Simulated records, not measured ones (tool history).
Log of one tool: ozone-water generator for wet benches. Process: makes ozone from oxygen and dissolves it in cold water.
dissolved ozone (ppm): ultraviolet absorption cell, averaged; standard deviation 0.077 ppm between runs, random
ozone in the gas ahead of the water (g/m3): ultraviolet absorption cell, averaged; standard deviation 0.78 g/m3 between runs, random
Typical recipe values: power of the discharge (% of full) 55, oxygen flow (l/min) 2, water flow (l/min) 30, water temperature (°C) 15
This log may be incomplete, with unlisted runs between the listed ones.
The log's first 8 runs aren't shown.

run   hour  power of the discharge (% of full)  oxygen flow (l/min)  water flow (l/min)  water temperature (°C)  hours of work since the electrodes were changed  hours of work since the contactor was cleaned  hours of work since the thermometer was calibrated  dissolved ozone (ppm)  ozone in the gas ahead of the water (g/m3)
  9    224                                  55                 2.92                  30                      15                                             1085                                            868                                                2033                   5.66                                       100.8
 10  252.1                                  55                 2.92                  30                      15                                             1105                                            887                                                2052                   5.72                                       100.7
 11  269.8                                  55                 2.92                  30                      15                                             1117                                            899                                                2064                   5.66                                        99.7
 12  301.4                                  55                 2.92                  30                      15                                             1138                                            921                                                2086                   5.67                                        99.8
 13  333.2                                  55                 2.92                  30                      15                                             1160                                            943                                                2108                   5.59                                       100.8
 14  358.8                                  55                 2.92                  30                      15                                             1178                                            960                                                2125                    5.7                                       100.5
 15  388.3                                  55                 2.92                  30                      15                                             1198                                            980                                                2146                   5.68                                         101
 16  408.6                                  55                 2.92                  30                      15                                             1212                                            994                                                2160                   5.61                                         100
 17  436.9                                  55                 3.37                  18                      12                                             1231                                           1014                                                2179                   10.1                                        94.8
 18  454.5                                  55                    2                  22                      15                                             1244                                           1026                                                2191                   6.77                                       115.9
 19  480.6                                  44                 1.84                  22                      15                                             1261                                           1044                                                2209                   5.41                                       100.4
 20  496.1                                  45                 1.31                  37                      17                                             1272                                           1054                                                2220                   2.58                                       116.5
 21  521.1                                  67                 1.33                  38                      15                                             1289                                           1072                                                2237                   3.57                                       159.1
 22  541.8                                  98                 1.19                  30                      15                                             1303                                           1086                                                2251                   5.98                                       227.7
 23  571.9                                  57                 1.46                  26                      10                                             1324                                           1107                                                2272                   5.03                                       133.9
 24    588                                  75                 1.07                  25                      14                                             1335                                           1118                                                2283                   5.66                                       191.6
 25    603                                  91                    2                  34                      15                                             1345                                           1128                                                2293                    6.3                                       173.5

Forecast run 26:
 26  622.8                                  44                    2                  30                      15                                             1359                                           1141                                                2307                      ?                                           ?

{"run 26": {"dissolved ozone (ppm)": 3.96, "ozone in the gas ahead of the water (g/m3)": 96.9}}
Without the tool's hidden state the same run would have given dissolved ozone (ppm) 4.18, ozone in the gas ahead of the water (g/m3) 99.3.
